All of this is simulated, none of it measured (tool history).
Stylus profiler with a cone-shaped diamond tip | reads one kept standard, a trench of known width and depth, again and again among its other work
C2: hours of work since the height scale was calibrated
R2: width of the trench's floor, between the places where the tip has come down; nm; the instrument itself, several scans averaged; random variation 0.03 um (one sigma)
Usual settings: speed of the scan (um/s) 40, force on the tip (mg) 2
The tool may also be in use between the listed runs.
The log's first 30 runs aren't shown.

run 31 hour=2730.6 | speed_of_the_scan_(um/s)=58 force_on_the_tip_(mg)=3.15 | scans_with_this_tip=19718 C2=1484 | depth_of_the_trench_(nm)=1023.32 R2=14450
run 32 hour=2833.7 | speed_of_the_scan_(um/s)=58 force_on_the_tip_(mg)=3.15 | scans_with_this_tip=20791 C2=1565 | depth_of_the_trench_(nm)=1023.73 R2=14430
run 33 hour=2921.4 | speed_of_the_scan_(um/s)=26 force_on_the_tip_(mg)=1.18 | scans_with_this_tip=21705 C2=1634 | depth_of_the_trench_(nm)=1016.63 R2=14350
-- hour=2990.6 new tip fitted, height scale calibrated
run 34 hour=3053.7 | speed_of_the_scan_(um/s)=26 force_on_the_tip_(mg)=1.18 | scans_with_this_tip=657 C2=49 | depth_of_the_trench_(nm)=1008.43 R2=16370
run 35 hour=3113.1 | speed_of_the_scan_(um/s)=26 force_on_the_tip_(mg)=1.98 | scans_with_this_tip=1276 C2=96 | depth_of_the_trench_(nm)=1011.76 R2=16300
run 36 hour=3180.8 | speed_of_the_scan_(um/s)=26 force_on_the_tip_(mg)=1.98 | scans_with_this_tip=1980 C2=149 | depth_of_the_trench_(nm)=1012.3 R2=16290
run 37 hour=3297.9 | speed_of_the_scan_(um/s)=91 force_on_the_tip_(mg)=0.75 | scans_with_this_tip=3200 C2=241 | depth_of_the_trench_(nm)=1007.31 R2=15540
run 38 hour=3416.4 | speed_of_the_scan_(um/s)=40 force_on_the_tip_(mg)=1.01 | scans_with_this_tip=4434 C2=334 | depth_of_the_trench_(nm)=1008.87 R2=15800
run 39 hour=3510.2 | speed_of_the_scan_(um/s)=63 force_on_the_tip_(mg)=5.29 | scans_with_this_tip=5411 C2=407 | depth_of_the_trench_(nm)=1024.02 R2=15850
run 40 hour=3616.9 | speed_of_the_scan_(um/s)=63 force_on_the_tip_(mg)=5.29 | scans_with_this_tip=6522 C2=491 | depth_of_the_trench_(nm)=1024.25 R2=15710

3 ways to go on from here, each from the tool as it stands after run 40. What would each give?
run A hour=3750.4 | speed_of_the_scan_(um/s)=24 force_on_the_tip_(mg)=1.02 | scans_with_this_tip=7912 C2=596 | depth_of_the_trench_(nm)=? R2=?
run B hour=3750.4 | speed_of_the_scan_(um/s)=48 force_on_the_tip_(mg)=5.29 | scans_with_this_tip=7912 C2=596 | depth_of_the_trench_(nm)=? R2=?
run C hour=3750.4 | speed_of_the_scan_(um/s)=79 force_on_the_tip_(mg)=1.4 | scans_with_this_tip=7912 C2=596 | depth_of_the_trench_(nm)=? R2=?

run=A depth_of_the_trench_(nm)=1009.85 R2=15660
run=B depth_of_the_trench_(nm)=1024.82 R2=15700
run=C depth_of_the_trench_(nm)=1012.27 R2=15320
Without the tool's hidden state the same runs would have given:
run=A depth_of_the_trench_(nm)=1006.47 R2=16390
run=B depth_of_the_trench_(nm)=1021.38 R2=16430
run=C depth_of_the_trench_(nm)=1008.88 R2=16050
